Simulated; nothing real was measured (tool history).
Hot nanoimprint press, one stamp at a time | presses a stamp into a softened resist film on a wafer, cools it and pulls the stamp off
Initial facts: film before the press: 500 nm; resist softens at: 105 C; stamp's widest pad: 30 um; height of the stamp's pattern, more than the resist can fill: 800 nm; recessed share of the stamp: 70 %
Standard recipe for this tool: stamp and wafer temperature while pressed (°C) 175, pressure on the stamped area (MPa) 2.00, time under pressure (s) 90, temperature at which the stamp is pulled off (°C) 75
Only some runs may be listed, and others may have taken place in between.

| run | hour | stamp and wafer temperature while pressed (°C) | pressure on the stamped area (MPa) | time under pressure (s) | temperature at which the stamp is pulled off (°C) | resist left under the stamp's widest pad (Å) | greatest force while the stamp is pulled off (N) |
|---|---|---|---|---|---|---|---|
| 1 | 0.0 | 175 | 2.00 | 90 | 75 | 2652 | 210 |
| 2 | 19.9 | 175 | 2.52 | 90 | 75 | 2457 | 205 |
| 3 | 34.5 | 175 | 2.00 | 90 | 81 | 2667 | 167 |
| 4 | 57.5 | 175 | 2.00 | 151 | 75 | 2192 | 203 |
| 5 | 74.2 | 175 | 2.00 | 151 | 75 | 2170 | 212 |
|  | 80.8 | plate thermocouple calibrated |
| 6 | 96.5 | 175 | 2.00 | 151 | 75 | 2149 | 209 |
| 7 | 108.8 | 175 | 2.90 | 90 | 75 | 2298 | 215 |
| 8 | 130.0 | 175 | 2.00 | 90 | 75 | 2626 | 221 |
| 9 | 141.8 | 175 | 2.98 | 90 | 75 | 2281 | 214 |
| 10 | 157.9 | 175 | 2.98 | 90 | 75 | 2271 | 221 |
| 11 | 181.7 | 175 | 2.98 | 90 | 75 | 2286 | 227 |
| 12 | 194.6 | 175 | 2.98 | 90 | 75 | 2272 | 217 |
| 13 | 218.5 | 175 | 2.00 | 90 | 75 | 2633 | 227 |
| 14 | 244.5 | 175 | 2.00 | 90 | 70 | 2635 | 255 |
|  | 256.3 | press's hydraulic seals changed and the load cell set to zero |
| 15 | 270.7 | 175 | 2.00 | 90 | 70 | 2598 | 258 |
| 16 | 291.2 | 175 | 2.00 | 161 | 77 | 2057 | 220 |
| 17 | 315.5 | 166 | 2.51 | 51 | 75 | 3713 | 240 |
| 18 | 331.1 | 166 | 2.51 | 51 | 75 | 3697 | 231 |
| 19 | 341.6 | 179 | 2.20 | 77 | 63 | 2323 | 321 |
| 20 | 364.5 | 180 | 2.05 | 115 | 61 | 1972 | 331 |
| 21 | 387.4 | 175 | 1.80 | 148 | 72 | 2278 | 254 |
| 22 | 398.1 | 175 | 2.00 | 90 | 66 | 2605 | 314 |
| 23 | 408.8 | 175 | 3.02 | 90 | 66 | 2250 | 310 |
| 24 | 426.7 | 175 | 1.99 | 122 | 66 | 2364 | 319 |
| 25 | 442.5 | 175 | 1.99 | 121 | 73 | 2358 | 266 |
| 26 | 456.5 | 181 | 1.47 | 71 | 73 | 2672 | 261 |
| 27 | 481.9 | 177 | 1.47 | 113 | 76 | 2571 | 251 |
| 28 | 500.7 | 177 | 1.47 | 118 | 76 | 2502 | 244 |
| 29 | 513.0 | 170 | 1.43 | 100 | 74 | 3264 | 268 |
| 30 | 524.5 | 172 | 1.21 | 148 | 75 | 2905 | 265 |

4 options for the next run, each taken on its own from the tool as it stands now. Forecast them:
|  | 547.2 | plate thermocouple calibrated |
| A | 549.7 | 172 | 2.44 | 110 | 75 | ? | ? |
|  | 547.2 | plate thermocouple calibrated |
| B | 549.7 | 175 | 2.00 | 90 | 77 | ? | ? |
|  | 547.2 | plate thermocouple calibrated |
| C | 549.7 | 184 | 1.21 | 148 | 68 | ? | ? |
|  | 547.2 | plate thermocouple calibrated |
| D | 549.7 | 164 | 2.01 | 148 | 75 | ? | ? |

| run | resist left under the stamp's widest pad (Å) | greatest force while the stamp is pulled off (N) |
|---|---|---|
| A | 2447 | 260 |
| B | 2576 | 239 |
| C | 1893 | 322 |
| D | 3108 | 250 |
Without the tool's hidden state the same runs would have given:
| run | resist left under the stamp's widest pad (Å) | greatest force while the stamp is pulled off (N) |
|---|---|---|
| A | 2452 | 202 |
| B | 2583 | 186 |
| C | 1901 | 250 |
| D | 3118 | 194 |

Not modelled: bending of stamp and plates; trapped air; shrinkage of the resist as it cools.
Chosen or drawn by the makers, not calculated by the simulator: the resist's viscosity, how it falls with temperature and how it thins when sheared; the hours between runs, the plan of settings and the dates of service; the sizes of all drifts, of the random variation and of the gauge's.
